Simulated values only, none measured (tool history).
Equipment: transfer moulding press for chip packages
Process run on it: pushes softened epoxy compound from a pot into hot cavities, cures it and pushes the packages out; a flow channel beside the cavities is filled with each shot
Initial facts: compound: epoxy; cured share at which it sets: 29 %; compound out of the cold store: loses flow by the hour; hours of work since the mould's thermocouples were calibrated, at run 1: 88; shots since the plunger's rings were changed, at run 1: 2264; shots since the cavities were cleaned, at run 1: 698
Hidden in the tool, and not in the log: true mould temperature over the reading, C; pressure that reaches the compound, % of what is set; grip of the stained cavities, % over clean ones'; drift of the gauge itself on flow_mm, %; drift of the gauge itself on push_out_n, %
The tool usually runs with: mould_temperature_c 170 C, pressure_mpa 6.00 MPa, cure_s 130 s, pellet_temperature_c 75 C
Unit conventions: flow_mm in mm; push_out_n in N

run   hour  mould_temperature_c  pressure_mpa  cure_s  pellet_temperature_c  hours of work since the mould's thermocouples were calibrated  shots since the plunger's rings were changed  shots since the cavities were cleaned  incoming compound's hours out of the cold store  flow_mm  push_out_n
  1    0.0                  170          6.00     130                    75                                                             88                                          2264                                    698                                             33.4      857         361
      20.9  -- cavities cleaned with cleaning compound and waxed
  2   21.6                  170          6.00     113                    75                                                             98                                          2414                                      4                                             30.7      863         236
  3   42.1                  170          6.00     113                    69                                                            109                                          2568                                    158                                             46.2      785         298
  4   58.4                  170          6.00     130                    75                                                            118                                          2691                                    281                                             32.6      853         296
  5   88.8                  170          4.66     130                    75                                                            134                                          2918                                    508                                             39.0      709         334
  6  116.2                  170          6.00     130                    75                                                            148                                          3124                                    714                                             33.4      831         367
     133.3  -- cavities cleaned with cleaning compound and waxed
  7  137.5                  170          6.00     130                    75                                                            159                                          3272                                     31                                             14.6      961         216
  8  167.2                  164          6.00     130                    75                                                            174                                          3494                                    253                                             19.1      947         408
  9  195.8                  170          6.00     130                    78                                                            189                                          3709                                    468                                             41.5      765         339
 10  221.8                  170          6.00     130                    78                                                            203                                          3904                                    663                                             25.0      855         352
 11  238.4                  170          6.00     130                    78                                                            212                                          4029                                    788                                             12.5      946         375
     245.7  -- cavities cleaned with cleaning compound and waxed
 12  267.3                  170          6.00     130                    78                                                            226                                          4234                                    162                                             38.8      774         271
 13  294.2                  170          6.00     130                    78                                                            241                                          4435                                    363                                             30.4      819         322
 14  324.9                  170          6.00     130                    78                                                            257                                          4665                                    593                                             27.4      837         358
 15  342.5                  170          6.00     130                    78                                                            266                                          4797                                    725                                             37.8      768         359
     359.9  -- cavities cleaned with cleaning compound and waxed
 16  368.1                  170          6.00     130                    78                                                            279                                          4978                                     62                                             35.7      791         248
 17  394.1                  176          5.61     130                    75                                                            293                                          5173                                    257                                             34.7      748         285
 18  409.3                  176          7.42     130                    80                                                            301                                          5287                                    371                                             16.7      954         302
 19  437.4                  176          7.39     130                    76                                                            315                                          5498                                    582                                             42.9      812         332
 20  464.0                  176          7.39     130                    76                                                            330                                          5697                                    781                                             46.1      785         343
     472.2  -- cavities cleaned with cleaning compound and waxed
 21  488.5                  174          7.27     130                    81                                                            342                                          5869                                    122                                             26.1      892         231
 22  512.8                  174          6.68     130                    81                                                            355                                          6052                                    305                                             44.2      747         295
     534.2  -- plunger's sealing rings changed
 23  543.9                  170          6.00     119                    75                                                            370                                            73                                    519                                             30.9      896         368
 24  561.5                  170          6.00     119                    75                                                            379                                           205                                    651                                             19.6      981         395
 25  582.2                  165          5.80     119                    75                                                            390                                           360                                    806                                             25.0      955         528
     587.6  -- cavities cleaned with cleaning compound and waxed
 26  610.6                  165          5.80     119                    75                                                            404                                           562                                    173                                             19.7      981         397
 27  636.3                  170          6.00     128                    75                                                            418                                           754                                    365                                             38.8      846         315
 28  657.7                  170          6.00     130                    76                                                            429                                           915                                    526                                             31.9      894         347

4 options for the next run, each taken on its own from the tool as it stands now. Forecast them:
  A  688.9                  176          6.33     115                    75                                                            445                                          1148                                    759                                             16.6        ?           ?
  B  688.9                  170          6.00     143                    75                                                            445                                          1148                                    759                                             40.5        ?           ?
  C  688.9                  172          4.55     130                    81                                                            445                                          1148                                    759                                             17.6        ?           ?
  D  688.9                  170          6.00     130                    68                                                            445                                          1148                                    759                                             16.8        ?           ?

run  flow_mm  push_out_n
  A      984         372
  B      836         365
  C      841         371
  D      977         377
With no hidden state in the tool, these same runs would have given:
run  flow_mm  push_out_n
  A     1007         202
  B      857         202
  C      861         205
  D     1001         207

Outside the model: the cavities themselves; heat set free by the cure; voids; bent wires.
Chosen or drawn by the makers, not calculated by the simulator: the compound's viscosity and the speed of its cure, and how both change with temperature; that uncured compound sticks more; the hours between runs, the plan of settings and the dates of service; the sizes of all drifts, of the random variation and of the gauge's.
